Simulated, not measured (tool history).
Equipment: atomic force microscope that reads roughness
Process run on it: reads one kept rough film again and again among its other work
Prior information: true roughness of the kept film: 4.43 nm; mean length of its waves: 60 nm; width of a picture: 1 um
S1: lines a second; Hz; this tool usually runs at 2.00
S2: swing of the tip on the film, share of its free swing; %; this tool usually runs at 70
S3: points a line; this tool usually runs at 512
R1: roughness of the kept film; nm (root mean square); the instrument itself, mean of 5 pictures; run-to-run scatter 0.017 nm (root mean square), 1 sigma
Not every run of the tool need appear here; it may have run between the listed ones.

run 1 hour=0.0 | S1=2.00 S2=70 S3=512 | R1=3.972
run 2 hour=24.9 | S1=2.00 S2=70 S3=512 | R1=3.951
run 3 hour=40.0 | S1=2.00 S2=70 S3=512 | R1=3.904
run 4 hour=53.7 | S1=2.00 S2=70 S3=512 | R1=3.831
run 5 hour=76.1 | S1=2.00 S2=87 S3=512 | R1=3.631
run 6 hour=101.5 | S1=2.00 S2=87 S3=512 | R1=3.586
run 7 hour=123.1 | S1=2.00 S2=70 S3=512 | R1=3.694
run 8 hour=140.3 | S1=2.00 S2=70 S3=512 | R1=4.082
run 9 hour=165.7 | S1=2.00 S2=70 S3=512 | R1=4.033
run 10 hour=185.9 | S1=2.00 S2=70 S3=512 | R1=3.990
run 11 hour=211.5 | S1=2.00 S2=70 S3=512 | R1=3.973
run 12 hour=228.2 | S1=2.98 S2=70 S3=512 | R1=3.842
run 13 hour=249.7 | S1=2.98 S2=70 S3=512 | R1=3.777
run 14 hour=278.8 | S1=2.98 S2=70 S3=512 | R1=3.713
run 15 hour=305.2 | S1=2.90 S2=90 S3=512 | R1=3.368
run 16 hour=332.1 | S1=1.11 S2=68 S3=670 | R1=4.151
run 17 hour=348.7 | S1=1.05 S2=81 S3=479 | R1=4.063
run 18 hour=365.5 | S1=3.56 S2=84 S3=512 | R1=3.667
run 19 hour=391.8 | S1=3.66 S2=80 S3=512 | R1=3.667
run 20 hour=410.7 | S1=2.00 S2=57 S3=523 | R1=3.977
run 21 hour=431.0 | S1=0.71 S2=58 S3=946 | R1=3.967
run 22 hour=452.9 | S1=0.51 S2=58 S3=355 | R1=3.938
run 23 hour=478.3 | S1=1.11 S2=69 S3=792 | R1=3.826
run 24 hour=506.1 | S1=1.11 S2=75 S3=792 | R1=3.699
run 25 hour=532.1 | S1=1.36 S2=57 S3=512 | R1=4.162

Missing from the log above: 3 entries noted between runs. For each, name the pair of listed runs it sits between and say how the tool's hidden condition differs from the listed run just before to the listed run just after:
In the gap between runs 7 and 8: new tip fitted (hour 134.0)
  radius of the tip, nm: 29.8 -> 7.9; height scale over the true one, %: -0.32 -> -0.33
  measured value less the no-hidden-state value, R1: -0.410 -> -0.030 nm (root mean square)
In the gap between runs 15 and 16: new tip fitted (hour 326.7)
  radius of the tip, nm: 28.6 -> 7.8; height scale over the true one, %: -0.4 -> -0.41
  measured value less the no-hidden-state value, R1: -0.357 -> -0.034 nm (root mean square)
In the gap between runs 24 and 25: new tip fitted (hour 518.9)
  radius of the tip, nm: 30.4 -> 9.5; height scale over the true one, %: -0.49 -> -0.5
  measured value less the no-hidden-state value, R1: -0.425 -> -0.070 nm (root mean square)

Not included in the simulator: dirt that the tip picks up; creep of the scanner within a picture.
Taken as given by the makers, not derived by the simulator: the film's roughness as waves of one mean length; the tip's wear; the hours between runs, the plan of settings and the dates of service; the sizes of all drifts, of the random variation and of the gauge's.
